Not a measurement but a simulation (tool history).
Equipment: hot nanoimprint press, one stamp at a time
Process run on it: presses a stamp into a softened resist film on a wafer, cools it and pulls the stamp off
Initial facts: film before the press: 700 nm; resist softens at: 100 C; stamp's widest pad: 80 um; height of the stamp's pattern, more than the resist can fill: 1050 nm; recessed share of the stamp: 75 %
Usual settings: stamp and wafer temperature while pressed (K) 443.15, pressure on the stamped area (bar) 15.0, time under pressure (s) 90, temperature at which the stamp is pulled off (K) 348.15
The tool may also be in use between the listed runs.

| run | hour | stamp and wafer temperature while pressed (K) | pressure on the stamped area (bar) | time under pressure (s) | temperature at which the stamp is pulled off (K) | resist left under the stamp's widest pad (angstrom) | greatest force while the stamp is pulled off (N) |
|---|---|---|---|---|---|---|---|
| 1 | 0.0 | 443.15 | 15.0 | 90 | 348.15 | 3578 | 153 |
| 2 | 10.0 | 443.15 | 10.8 | 90 | 348.15 | 4195 | 167 |
| 3 | 18.7 | 443.15 | 10.8 | 90 | 348.15 | 4239 | 158 |
| 4 | 33.0 | 443.15 | 10.8 | 90 | 348.15 | 4235 | 160 |
| 5 | 42.1 | 443.15 | 10.8 | 90 | 348.15 | 4235 | 161 |
| 6 | 50.2 | 443.15 | 15.0 | 110 | 348.15 | 3345 | 158 |
| 7 | 66.7 | 443.15 | 15.0 | 110 | 348.15 | 3312 | 159 |
| 8 | 84.7 | 443.15 | 15.0 | 110 | 348.15 | 3406 | 163 |
| 9 | 97.1 | 443.15 | 15.0 | 110 | 348.15 | 3344 | 160 |
| 10 | 105.6 | 450.15 | 14.4 | 82 | 348.15 | 3108 | 160 |
| 11 | 118.6 | 450.15 | 14.4 | 82 | 348.15 | 3083 | 160 |
| 12 | 134.8 | 434.15 | 14.4 | 115 | 348.15 | 4321 | 152 |
| 13 | 143.8 | 446.15 | 15.0 | 150 | 340.15 | 2771 | 183 |
| 14 | 160.5 | 446.15 | 15.0 | 150 | 340.15 | 2768 | 181 |

3 options for the next run, each taken on its own from the tool as it stands now. Forecast them:
| A | 171.8 | 446.15 | 15.0 | 84 | 337.15 | ? | ? |
| B | 171.8 | 443.15 | 15.2 | 90 | 335.15 | ? | ? |
| C | 171.8 | 441.15 | 11.1 | 150 | 340.15 | ? | ? |

| run | resist left under the stamp's widest pad (angstrom) | greatest force while the stamp is pulled off (N) |
|---|---|---|
| A | 3342 | 195 |
| B | 3516 | 189 |
| C | 3788 | 179 |
Take away the tool's hidden state, keep each run's random variation, and the runs would have read:
| run | resist left under the stamp's widest pad (angstrom) | greatest force while the stamp is pulled off (N) |
|---|---|---|
| A | 3350 | 193 |
| B | 3525 | 187 |
| C | 3798 | 177 |
